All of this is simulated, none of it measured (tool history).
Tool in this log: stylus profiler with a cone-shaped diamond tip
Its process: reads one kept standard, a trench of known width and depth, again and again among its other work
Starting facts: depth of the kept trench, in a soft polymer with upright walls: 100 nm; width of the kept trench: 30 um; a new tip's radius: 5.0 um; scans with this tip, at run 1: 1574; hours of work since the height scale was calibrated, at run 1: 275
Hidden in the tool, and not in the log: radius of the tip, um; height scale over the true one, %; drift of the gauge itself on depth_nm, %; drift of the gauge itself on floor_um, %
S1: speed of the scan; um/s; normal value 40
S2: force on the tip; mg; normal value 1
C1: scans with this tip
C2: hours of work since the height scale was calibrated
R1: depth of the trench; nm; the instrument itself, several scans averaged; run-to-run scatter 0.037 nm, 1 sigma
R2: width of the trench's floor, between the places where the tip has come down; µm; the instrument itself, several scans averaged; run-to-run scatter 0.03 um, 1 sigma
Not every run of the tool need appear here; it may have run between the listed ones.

run,day,S1,S2,C1,C2,R1,R2
1,0,40,1,1574,275,100.4,27.58
2,3.204,40,2.82,1778,310,100.74,27.72
3,6.792,40,1,2008,350,100.41,27.55
4,9.571,40,1,2185,381,100.43,27.55
5,12.146,40,1,2350,410,100.46,27.55
6,15.529,40,1,2566,448,100.47,27.55
7,19.271,40,1,2805,489,100.41,27.56
8,21.462,40,1,2945,514,100.41,27.55
9,24.354,40,1,3130,546,100.45,27.56
10,28.158,40,1,3373,589,100.46,27.56
11,31.354,40,1.76,3577,624,100.58,27.66
12,33.483,40,1.76,3713,648,100.63,27.67
13,36.008,40,1.76,3875,676,100.6,27.64
14,39.175,40,1.76,4077,711,100.62,27.65
15,40.767,40,1.76,4179,729,100.72,27.61
16,43.538,40,1.88,4356,760,100.63,27.61
17,47.333,40,1.88,4598,802,100.67,27.63
18,48.904,69,1.1,4699,820,100.55,27.31
19,51.271,19,0.86,4850,846,100.5,27.77
20,52.971,19,0.86,4959,865,100.47,27.75
21,55.342,77,1.08,5110,892,100.53,27.2
22,57.85,77,1.08,5271,920,100.53,27.2
23,61.004,14,0.55,5472,955,100.55,27.74
# day 61.325: height scale calibrated on a step standard
24,63.342,15,2.51,5620,22,100.91,27.79
25,65.229,15,2.19,5741,44,100.94,27.8
26,68.417,16,1,5944,79,100.69,27.7
27,70.758,16,1,6094,105,100.66,27.74
28,74.338,40,2.96,6323,145,101.03,27.64
29,75.971,110,1.06,6427,163,100.76,26.91
# day 77.417: height scale calibrated on a step standard, once more
30,77.654,41,0.37,6533,3,100.08,27.18
31,81.238,40,1.97,6762,43,100.44,27.6
32,82.829,40,0.53,6864,60,100.17,27.37
33,85.704,16,0.82,7048,92,100.22,27.64

Forecast each of these 4 alternatives for the next run:
A,87.758,61,1.18,7179,115,?,?
B,87.758,16,0.65,7179,115,?,?
C,87.758,14,2.71,7179,115,?,?
D,87.758,69,0.59,7179,115,?,?

run,R1,R2
A,100.3,27.33
B,100.18,27.6
C,100.6,27.78
D,100.21,26.98
Without the tool's unlogged condition, the same runs would have read:
run,R1,R2
A,100.32,27.49
B,100.21,27.76
C,100.62,27.94
D,100.24,27.14
